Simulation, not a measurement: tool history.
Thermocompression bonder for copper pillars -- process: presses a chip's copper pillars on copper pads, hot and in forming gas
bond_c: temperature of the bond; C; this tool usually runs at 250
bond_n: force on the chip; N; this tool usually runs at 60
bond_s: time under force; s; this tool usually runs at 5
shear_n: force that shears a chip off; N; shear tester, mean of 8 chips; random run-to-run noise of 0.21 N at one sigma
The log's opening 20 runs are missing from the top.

run    hour  bond_c  bond_n  bond_s  hours of work since the heater was calibrated  hours of work since the force cell was calibrated  hours of work since the gas filter was changed  shear_n
 21  1032.1     265      38       4                                            253                                                 80                                              83     52.1
 22  1087.5     244      50       4                                            293                                                120                                             122     46.6
 23  1131.6     271      60       4                                            325                                                152                                             154     70.9
     1136.5  -- forming gas filter changed
 24  1163.7     273      65      11                                            347                                                175                                              20     99.9
 25  1203.4     276      60       5                                            376                                                203                                              48     81.8
 26  1236.5     276      60       5                                            400                                                227                                              72     81.4
 27  1272.0     276      39       5                                            425                                                253                                              98     64.7
 28  1309.5     251      65       5                                            452                                                280                                             124     65.2
 29  1352.6     251      65       5                                            483                                                311                                             156     64.5
     1359.3  -- forming gas filter changed
 30  1407.3     251      65       5                                            522                                                350                                              35     67.2
 31  1473.1     250      88       8                                            570                                                397                                              82     86.7
 32  1505.4     250      60       3                                            593                                                420                                             105     52.4
 33  1554.7     226      63       5                                            629                                                456                                             141     46.3
     1580.3  -- forming gas filter changed
 34  1608.6     226      63       5                                            667                                                494                                              20     48.7
 35  1639.4     226      63       5                                            689                                                516                                              43     48.0
 36  1674.7     272      43       5                                            715                                                542                                              68     67.4
 37  1718.5     232      50       5                                            746                                                573                                              99     44.1

4 ways to go on from here, each from the tool as it stands after run 37. What would each give?
  A  1756.8     257      59       5                                            774                                                601                                             127        ?
  B  1756.8     273      60       3                                            774                                                601                                             127        ?
  C  1756.8     263      50       5                                            774                                                601                                             127        ?
  D  1756.8     233      72       6                                            774                                                601                                             127        ?

run  shear_n
  A     66.4
  B     68.3
  C     65.6
  D     59.7
The same runs, with their run-to-run variation unchanged, on a tool lacking any hidden condition would have given:
run  shear_n
  A     67.0
  B     69.1
  C     66.2
  D     60.0
